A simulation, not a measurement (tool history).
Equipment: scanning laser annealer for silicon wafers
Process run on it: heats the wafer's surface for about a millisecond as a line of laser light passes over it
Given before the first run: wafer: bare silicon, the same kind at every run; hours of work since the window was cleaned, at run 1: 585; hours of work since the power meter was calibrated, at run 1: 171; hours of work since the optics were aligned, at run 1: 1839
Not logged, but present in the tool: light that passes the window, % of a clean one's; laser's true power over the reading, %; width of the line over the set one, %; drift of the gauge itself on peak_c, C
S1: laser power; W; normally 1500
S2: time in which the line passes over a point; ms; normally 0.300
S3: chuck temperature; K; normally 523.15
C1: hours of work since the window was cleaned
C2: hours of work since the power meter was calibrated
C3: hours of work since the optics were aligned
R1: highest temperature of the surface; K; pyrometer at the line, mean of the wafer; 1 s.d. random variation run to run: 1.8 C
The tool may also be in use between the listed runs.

run	hour	S1	S2	S3	C1	C2	C3	R1
1	0.0	1500	0.300	523.15	585	171	1839	1292.15
2	20.2	1500	0.300	523.15	600	185	1853	1290.15
3	45.6	1500	0.300	523.15	618	203	1871	1289.15
# hour 65.2: window over the wafer cleaned
4	74.0	1500	0.300	523.15	6	222	1890	1313.15
5	103.1	1564	0.300	523.15	27	243	1911	1351.15
6	132.6	1564	0.300	523.15	48	264	1932	1351.15
7	151.1	1500	0.300	523.15	61	277	1945	1310.15
# hour 157.7: optics aligned, line set to its width
8	171.8	1500	0.300	523.15	73	288	10	1307.15
9	195.4	1500	0.300	523.15	90	305	27	1305.15
10	214.2	1500	0.300	523.15	103	319	40	1303.15
11	239.8	1500	0.300	523.15	121	337	59	1304.15
12	254.7	1500	0.300	523.15	132	348	69	1302.15
13	276.4	1500	0.300	523.15	147	363	85	1303.15
14	308.0	1500	0.300	559.15	170	386	107	1338.15
15	329.6	1500	0.300	559.15	185	401	123	1337.15
16	355.4	1500	0.300	523.15	204	420	141	1299.15
# hour 374.3: optics aligned, line set to its width, once more
17	387.5	1510	0.300	523.15	223	439	9	1329.15
18	410.1	1500	0.300	523.15	239	455	26	1325.15
19	442.5	1500	0.295	523.15	263	478	49	1316.15
20	477.2	1500	0.295	523.15	287	503	74	1313.15
21	492.6	1500	0.300	496.15	298	514	85	1292.15
22	525.0	1453	0.290	488.15	322	537	108	1244.15
23	558.0	1586	0.232	487.15	345	561	131	1238.15
24	589.7	1586	0.232	487.15	368	584	154	1243.15
25	608.2	1644	0.325	552.15	381	597	167	1473.15
26	641.6	1450	0.226	543.15	405	621	191	1213.15
27	656.5	1632	0.226	506.15	416	631	202	1272.15
28	687.9	1632	0.226	506.15	438	654	224	1267.15
29	711.2	1463	0.267	534.15	455	671	241	1266.15
30	733.1	1500	0.229	556.15	470	686	257	1249.15
31	762.4	1461	0.367	546.15	491	707	277	1392.15
32	778.3	1583	0.336	515.15	503	718	289	1404.15
33	803.1	1432	0.253	523.15	520	736	307	1210.15
34	838.0	1432	0.253	523.15	545	761	332	1213.15
35	873.1	1354	0.214	523.15	570	786	357	1116.15
36	904.2	1326	0.290	562.15	593	808	379	1230.15
37	927.4	1326	0.290	562.15	609	825	395	1231.15
# hour 959.6: window over the wafer cleaned
38	964.7	1326	0.332	494.15	4	850	421	1228.15
39	986.0	1414	0.356	494.15	19	866	436	1311.15
40	1018.0	1414	0.356	494.15	42	888	459	1310.15
41	1040.9	1623	0.300	523.15	58	905	475	1405.15

3 options for the next run, each taken on its own from the tool as it stands now. Forecast them:
A	1063.0	1623	0.292	531.15	74	921	491	?
B	1063.0	1363	0.230	553.15	74	921	491	?
C	1063.0	1500	0.300	562.15	74	921	491	?

run	R1
A	1403.15
B	1182.15
C	1367.15
Stripped of hidden state, with their random variation kept, the same runs would have yielded:
run	R1
A	1405.15
B	1183.15
C	1369.15

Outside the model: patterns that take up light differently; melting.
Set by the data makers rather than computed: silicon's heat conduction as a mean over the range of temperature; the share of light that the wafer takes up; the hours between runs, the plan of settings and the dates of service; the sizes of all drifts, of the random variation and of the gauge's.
